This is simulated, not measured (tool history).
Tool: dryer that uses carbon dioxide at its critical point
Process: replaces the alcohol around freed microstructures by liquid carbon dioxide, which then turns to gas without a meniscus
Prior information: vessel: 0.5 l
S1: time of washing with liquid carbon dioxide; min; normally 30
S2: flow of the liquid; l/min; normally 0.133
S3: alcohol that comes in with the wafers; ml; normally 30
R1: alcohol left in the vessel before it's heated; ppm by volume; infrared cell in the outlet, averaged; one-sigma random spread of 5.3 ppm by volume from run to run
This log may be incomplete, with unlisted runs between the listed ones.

| run | hour | S1 | S2 | S3 | R1 |
|---|---|---|---|---|---|
| 1 | 0.0 | 30 | 0.133 | 30 | 168 |
| 2 | 34.4 | 30 | 0.133 | 30 | 178 |
| 3 | 57.6 | 30 | 0.133 | 36 | 135 |
| 4 | 91.5 | 30 | 0.133 | 36 | 147 |
| 5 | 110.0 | 30 | 0.133 | 36 | 160 |
| 6 | 127.1 | 30 | 0.133 | 36 | 159 |
| 7 | 158.0 | 30 | 0.133 | 30 | 150 |
| 8 | 179.6 | 30 | 0.133 | 30 | 155 |
| 9 | 199.0 | 30 | 0.133 | 30 | 154 |
| 10 | 216.9 | 30 | 0.133 | 51 | 271 |
| 11 | 238.1 | 30 | 0.093 | 30 | 990 |
| 12 | 264.0 | 30 | 0.117 | 30 | 355 |
| 13 | 286.2 | 30 | 0.117 | 88 | 997 |
| 14 | 318.2 | 30 | 0.117 | 88 | 1084 |
| 15 | 345.6 | 30 | 0.117 | 88 | 732 |
| 16 | 368.0 | 30 | 0.151 | 88 | 165 |
| 17 | 392.5 | 30 | 0.133 | 30 | 142 |
| 18 | 414.0 | 30 | 0.133 | 30 | 150 |
| 19 | 447.9 | 19 | 0.200 | 101 | 560 |
| 20 | 478.9 | 30 | 0.169 | 47 | 68 |
| 21 | 497.2 | 34 | 0.080 | 37 | 1320 |
| 22 | 527.8 | 33 | 0.124 | 26 | 152 |
| 23 | 562.9 | 33 | 0.124 | 26 | 152 |
| 24 | 591.5 | 22 | 0.189 | 25 | 136 |
| 25 | 614.6 | 22 | 0.189 | 25 | 99 |
| 26 | 646.4 | 18 | 0.133 | 30 | 1419 |
| 27 | 666.6 | 46 | 0.133 | 52 | 50 |
| 28 | 690.9 | 46 | 0.133 | 52 | 38 |
| 29 | 722.5 | 46 | 0.133 | 52 | 49 |
| 30 | 737.3 | 46 | 0.133 | 52 | 48 |
| 31 | 758.2 | 30 | 0.133 | 26 | 162 |
| 32 | 782.2 | 26 | 0.133 | 37 | 465 |
| 33 | 797.3 | 41 | 0.202 | 30 | 49 |
| 34 | 827.7 | 30 | 0.133 | 70 | 408 |
| 35 | 847.9 | 19 | 0.173 | 70 | 1017 |

Withheld: 3 entries from between the runs. Position of each, and hidden state at the listed run before versus the listed run after:
After run 2, before run 3: inlet filter changed (hour 48.3)
  flow that reaches the vessel past the clogged filter, %: 92 -> 99.3; alcohol in the recycled carbon dioxide, ppm: 9.9 -> 11
  the result without the hidden state subtracted from the measured one, R1: +73 -> +11 ppm by volume
After run 14, before run 15: inlet filter changed (hour 332.2)
  flow that reaches the vessel past the clogged filter, %: 92.2 -> 99.6; alcohol in the recycled carbon dioxide, ppm: 23.6 -> 25
  the result without the hidden state subtracted from the measured one, R1: +391 -> +37 ppm by volume
After run 24, before run 25: inlet filter changed (hour 614.6)
  flow that reaches the vessel past the clogged filter, %: 92.7 -> 99.8; alcohol in the recycled carbon dioxide, ppm: 37.1 -> 38.1
  the result without the hidden state subtracted from the measured one, R1: +72 -> +34 ppm by volume
